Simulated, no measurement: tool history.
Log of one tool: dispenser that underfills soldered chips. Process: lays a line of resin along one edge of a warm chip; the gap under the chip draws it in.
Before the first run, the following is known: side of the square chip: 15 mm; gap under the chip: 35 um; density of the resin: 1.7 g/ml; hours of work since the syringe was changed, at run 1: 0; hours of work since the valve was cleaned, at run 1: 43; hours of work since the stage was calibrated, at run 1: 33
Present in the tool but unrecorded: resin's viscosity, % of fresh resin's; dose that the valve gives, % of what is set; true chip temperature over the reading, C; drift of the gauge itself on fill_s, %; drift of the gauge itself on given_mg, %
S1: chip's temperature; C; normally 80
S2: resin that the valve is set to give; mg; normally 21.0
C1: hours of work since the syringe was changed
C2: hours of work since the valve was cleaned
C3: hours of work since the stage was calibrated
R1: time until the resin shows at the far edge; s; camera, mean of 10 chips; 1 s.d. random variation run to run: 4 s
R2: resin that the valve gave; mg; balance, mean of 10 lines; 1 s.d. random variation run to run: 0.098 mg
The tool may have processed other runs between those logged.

Run 1, hour 0.0: usual settings; C1 0; C2 43; C3 33. Result: R1 396.9 s, R2 20.36 mg.
Run 2, hour 4.2: usual settings; C1 3; C2 45; C3 36. Result: R1 446.6 s, R2 20.28 mg.
Run 3, hour 9.3: usual settings but S2 23.5 mg; C1 6; C2 48; C3 39. Result: R1 497.0 s, R2 22.71 mg.
At hour 11.0: new syringe of resin.
Run 4, hour 14.1: usual settings but S2 23.5 mg; C1 2; C2 51; C3 41. Result: R1 424.3 s, R2 22.50 mg.
Run 5, hour 17.2: usual settings but S2 23.5 mg; C1 4; C2 53; C3 43. Result: R1 463.0 s, R2 22.59 mg.
Run 6, hour 21.3: usual settings but S1 70 C; C1 6; C2 55; C3 46. Result: R1 841.8 s, R2 20.13 mg.
At hour 22.0: new syringe of resin.
Run 7, hour 27.7: usual settings; C1 4; C2 59; C3 50. Result: R1 468.1 s, R2 20.19 mg.
At hour 32.9: new syringe of resin.
Run 8, hour 33.8: usual settings; C1 1; C2 63; C3 53. Result: R1 412.1 s, R2 20.10 mg.
Run 9, hour 38.8: usual settings; C1 4; C2 66; C3 56. Result: R1 482.5 s, R2 20.10 mg.
Run 10, hour 41.6: usual settings; C1 5; C2 68; C3 58. Result: R1 510.5 s, R2 19.99 mg.
At hour 44.0: new syringe of resin.
Run 11, hour 45.1: usual settings; C1 1; C2 69; C3 60. Result: R1 405.3 s, R2 19.89 mg.
Run 12, hour 47.9: usual settings but S2 26.6 mg; C1 2; C2 71; C3 62. Result: R1 430.0 s, R2 25.09 mg.
Run 13, hour 51.8: usual settings but S2 25.9 mg; C1 5; C2 74; C3 64. Result: R1 479.0 s, R2 24.27 mg.
Run 14, hour 54.5: usual settings but S1 83 C; C1 6; C2 75; C3 66. Result: R1 447.7 s, R2 19.74 mg.
At hour 55.2: new syringe of resin.
Run 15, hour 59.0: usual settings but S1 83 C; C1 2; C2 78; C3 68. Result: R1 388.6 s, R2 19.86 mg.
Run 16, hour 62.9: usual settings but S1 83 C, S2 23.4 mg; C1 5; C2 80; C3 71. Result: R1 425.5 s, R2 21.89 mg.
At hour 66.4: new syringe of resin.
Run 17, hour 70.0: usual settings but S1 94 C, S2 19.6 mg; C1 2; C2 84; C3 75. Result: R1 237.3 s, R2 18.29 mg.
Run 18, hour 74.5: usual settings but S1 93 C; C1 5; C2 87; C3 78. Result: R1 278.0 s, R2 19.59 mg.
At hour 77.4: new syringe of resin.
Run 19, hour 80.7: usual settings but S1 93 C, S2 19.3 mg; C1 2; C2 91; C3 81. Result: R1 247.6 s, R2 17.88 mg.
Run 20, hour 87.1: usual settings but S1 91 C, S2 26.0 mg; C1 6; C2 95; C3 85. Result: R1 306.5 s, R2 24.08 mg.
At hour 88.3: new syringe of resin.
At hour 93.8: dispensing valve cleaned and set on the balance.
Run 21, hour 93.8: usual settings but S1 89 C, S2 26.8 mg; C1 3; C2 0; C3 89. Result: R1 286.6 s, R2 26.90 mg.
At hour 100.4: new syringe of resin.
Run 22, hour 100.9: usual settings but S1 83 C, S2 19.1 mg; C1 0; C2 4; C3 93. Result: R1 358.2 s, R2 19.00 mg.
Run 23, hour 104.9: usual settings but S1 83 C, S2 21.5 mg; C1 3; C2 7; C3 95. Result: R1 398.8 s, R2 21.30 mg.
Run 24, hour 110.0: usual settings but S1 89 C, S2 20.6 mg; C1 6; C2 10; C3 98. Result: R1 337.9 s, R2 20.42 mg.
At hour 111.5: new syringe of resin.
Run 25, hour 113.7: usual settings but S1 89 C, S2 20.6 mg; C1 1; C2 12; C3 100. Result: R1 284.9 s, R2 20.54 mg.
Run 26, hour 118.2: usual settings but S1 89 C, S2 23.6 mg; C1 4; C2 15; C3 103. Result: R1 315.4 s, R2 23.39 mg.
Run 27, hour 121.0: usual settings but S1 89 C, S2 23.6 mg; C1 6; C2 16; C3 105. Result: R1 344.0 s, R2 23.18 mg.
At hour 122.7: new syringe of resin.
Run 28, hour 126.5: usual settings but S1 89 C, S2 23.6 mg; C1 2; C2 19; C3 108. Result: R1 295.7 s, R2 23.40 mg.
Run 29, hour 130.9: usual settings but S1 89 C, S2 23.6 mg; C1 5; C2 22; C3 111. Result: R1 335.6 s, R2 23.10 mg.
At hour 133.9: new syringe of resin.
Run 30, hour 136.7: usual settings but S1 82 C, S2 20.1 mg; C1 2; C2 26; C3 114. Result: R1 407.4 s, R2 19.68 mg.
Run 31, hour 140.2: usual settings but S1 92 C, S2 20.1 mg; C1 4; C2 28; C3 116. Result: R1 272.6 s, R2 19.84 mg.
At hour 145.1: new syringe of resin.
Run 32, hour 146.6: usual settings but S1 92 C, S2 20.1 mg; C1 1; C2 31; C3 120. Result: R1 249.3 s, R2 19.74 mg.

Consider 3 possible next runs. They are alternatives, not a sequence: every one starts from the tool as it was left by run 32. What does each give?
Run A, hour 151.3: usual settings but S1 92 C, S2 18.2 mg; C1 4; C2 34; C3 123. Result: R1 ?, R2 ?.
Run B, hour 151.3: usual settings but S1 73 C, S2 26.0 mg; C1 4; C2 34; C3 123. Result: R1 ?, R2 ?.
Run C, hour 151.3: usual settings but S1 75 C, S2 20.1 mg; C1 4; C2 34; C3 123. Result: R1 ?, R2 ?.

run     R1     R2
  A  284.7  17.87
  B  664.9  25.54
  C  608.7  19.57
Take away the tool's hidden state, keep each run's random variation, and the runs would have read:
run     R1     R2
  A  235.5  18.37
  B  551.4  26.26
  C  503.1  20.12
